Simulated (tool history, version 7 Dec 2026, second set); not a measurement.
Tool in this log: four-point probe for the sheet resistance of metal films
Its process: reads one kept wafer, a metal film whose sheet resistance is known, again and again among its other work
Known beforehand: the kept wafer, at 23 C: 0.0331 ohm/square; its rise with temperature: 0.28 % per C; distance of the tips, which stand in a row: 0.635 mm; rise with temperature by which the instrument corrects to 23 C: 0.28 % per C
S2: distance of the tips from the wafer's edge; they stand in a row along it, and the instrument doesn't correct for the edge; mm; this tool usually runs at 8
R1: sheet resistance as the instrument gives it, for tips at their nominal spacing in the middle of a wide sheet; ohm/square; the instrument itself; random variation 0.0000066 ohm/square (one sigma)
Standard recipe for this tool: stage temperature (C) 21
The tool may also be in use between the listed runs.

{"run": 1, "hour": 0.0, "stage temperature (C)": 21, "S2": 8, "R1": 0.033222}
{"run": 2, "hour": 10.3, "stage temperature (C)": 19, "S2": 8, "R1": 0.033215}
{"run": 3, "hour": 21.8, "stage temperature (C)": 21, "S2": 8, "R1": 0.033217}
{"run": 4, "hour": 32.0, "stage temperature (C)": 21, "S2": 8, "R1": 0.033216}
{"run": 5, "hour": 47.0, "stage temperature (C)": 21, "S2": 68, "R1": 0.033098}
{"run": 6, "hour": 56.5, "stage temperature (C)": 21, "S2": 21, "R1": 0.033123}
{"run": 7, "hour": 71.3, "stage temperature (C)": 21, "S2": 8, "R1": 0.033216}
{"run": 8, "hour": 84.9, "stage temperature (C)": 21, "S2": 8, "R1": 0.033217}
{"run": 9, "hour": 95.5, "stage temperature (C)": 25, "S2": 20, "R1": 0.033112}
{"run": 10, "hour": 106.8, "stage temperature (C)": 26, "S2": 13, "R1": 0.033141}

What will run 11 give?
{"run": 11, "hour": 121.7, "stage temperature (C)": 26, "S2": 13, "R1": "?"}

R1: 0.033134 ohm/square
Without the tool's hidden state the same run would have given R1 0.033134 ohm/square.
